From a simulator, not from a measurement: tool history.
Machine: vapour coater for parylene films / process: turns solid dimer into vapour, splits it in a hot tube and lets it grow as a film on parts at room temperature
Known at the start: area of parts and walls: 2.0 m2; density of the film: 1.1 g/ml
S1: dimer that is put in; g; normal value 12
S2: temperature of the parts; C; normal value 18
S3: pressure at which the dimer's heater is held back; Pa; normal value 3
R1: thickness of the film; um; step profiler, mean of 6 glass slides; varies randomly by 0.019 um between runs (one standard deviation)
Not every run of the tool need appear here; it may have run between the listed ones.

run	hour	S1	S2	S3	R1
1	0	12	18	3	2.83
2	74.8	12	20	3	2.73
3	134.3	12	20	3	2.73
4	189.4	12	20	3	2.72
5	256.2	12	28	3	2.32
6	327.7	9	18	3	2.12
7	395.4	9	18	3	2.13
8	468	9	18	3	2.13
# hour 510.8: trap's valve overhauled
9	527.5	9	18	3	2.12
10	600.5	9	18	3	2.13
11	670.9	9	18	3	2.11
# hour 694.5: table's thermometer calibrated
12	720.8	12	22	3	2.64
13	785.4	12	18	3	2.85
14	857.5	12	18	3	2.88
15	927.6	6	12	3.21	1.61
16	986.9	6	12	3.21	1.57
17	1034.4	12	13	3	3.15
18	1085.7	18	13	2.45	4.92
19	1141	12	12	3.44	3.15
20	1211	6	12	3.44	1.56
21	1247.2	6	12	3.44	1.55
22	1289.1	7	18	3	1.68
23	1328	6	18	6.32	1.23
24	1403.4	6	18	6.32	1.22
# hour 1434.6: trap's valve overhauled
25	1445	12	18	2.1	3.06
26	1516.1	7	14	4.69	1.64
27	1560.2	14	11	2.35	4.03

3 ways to go on from here, each from the tool as it stands after run 27. What would each give?
A	1614.9	12	18	2.35	?
B	1614.9	8	18	3.05	?
C	1614.9	7	29	7.23	?

run	R1
A	3.02
B	1.9
C	1.11
Stripped of hidden state, with their random variation kept, the same runs would have yielded:
run	R1
A	3.02
B	1.91
C	1.11

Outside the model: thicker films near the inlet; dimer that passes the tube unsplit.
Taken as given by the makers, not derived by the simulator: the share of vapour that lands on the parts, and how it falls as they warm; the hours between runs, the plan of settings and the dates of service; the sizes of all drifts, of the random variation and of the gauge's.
